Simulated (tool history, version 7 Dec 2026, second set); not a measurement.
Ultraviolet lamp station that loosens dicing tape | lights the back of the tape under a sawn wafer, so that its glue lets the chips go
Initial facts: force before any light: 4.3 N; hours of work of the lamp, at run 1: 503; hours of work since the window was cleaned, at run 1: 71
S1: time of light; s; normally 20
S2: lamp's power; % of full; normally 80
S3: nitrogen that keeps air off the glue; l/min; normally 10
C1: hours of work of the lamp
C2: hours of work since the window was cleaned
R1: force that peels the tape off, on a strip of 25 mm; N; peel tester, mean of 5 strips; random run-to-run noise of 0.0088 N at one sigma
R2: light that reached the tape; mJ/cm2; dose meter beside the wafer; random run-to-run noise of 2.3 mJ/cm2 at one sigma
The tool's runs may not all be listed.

run	hour	S1	S2	S3	C1	C2	R1	R2
1	0	20	80	10	503	71	0.511	188
2	21.5	20	88	10	513	81	0.464	203
3	47.7	20	88	10	525	93	0.453	203
4	76.7	24	80	10	538	106	0.384	220
5	93.4	24	80	10	546	114	0.397	219
6	112.9	24	80	10	555	123	0.42	224
7	144.1	20	66	10	569	137	0.733	149
8	158.8	20	66	10	576	144	0.736	148
9	180.5	20	80	10	586	154	0.576	179
10	212.4	20	80	10	601	169	0.589	166
11	233	20	80	10	610	178	0.584	173
12	247.2	12	80	10	617	185	1.215	106
13	272.9	12	80	10	629	197	1.211	106
14	303.2	20	80	10	643	211	0.618	170
15	326.1	20	80	10	654	222	0.616	167
16	349.5	20	77	20	664	232	0.54	160
17	372.1	20	77	20	675	243	0.555	157
# hour 375.2: window cleaned of glue's vapour
18	393.6	20	62	4	685	9	1.204	124
19	411.8	20	79	4	693	17	0.93	161
20	441.9	20	99	5	707	31	0.586	194
21	465.3	20	94	16	718	42	0.477	183
22	492.2	11	85	5	730	54	1.555	93
23	513.5	13	80	6	740	64	1.441	100
# hour 526.4: window cleaned of glue's vapour, once more
24	538.8	40	80	10	751	6	0.235	342
25	562.9	30	80	7	763	17	0.357	253
26	579.9	30	80	7	770	25	0.357	255
27	595.2	30	80	7	778	32	0.364	249
28	611	30	80	7	785	39	0.358	249
29	633.5	30	80	7	795	50	0.358	247

Predict each of these 4 candidate next runs independently; none follows another, all start after run 29:
# hour 662.3: lamp changed
A	667.7	17	79	10	3	65	?	?
# hour 662.3: lamp changed
B	667.7	28	70	13	3	65	?	?
# hour 662.3: lamp changed
C	667.7	19	80	5	3	65	?	?
# hour 662.3: lamp changed
D	667.7	28	80	10	3	65	?	?

run	R1	R2
A	0.511	191
B	0.268	277
C	0.516	219
D	0.245	314
With no hidden state in the tool, these same runs would have given:
run	R1	R2
A	0.485	197
B	0.257	286
C	0.49	226
D	0.238	324

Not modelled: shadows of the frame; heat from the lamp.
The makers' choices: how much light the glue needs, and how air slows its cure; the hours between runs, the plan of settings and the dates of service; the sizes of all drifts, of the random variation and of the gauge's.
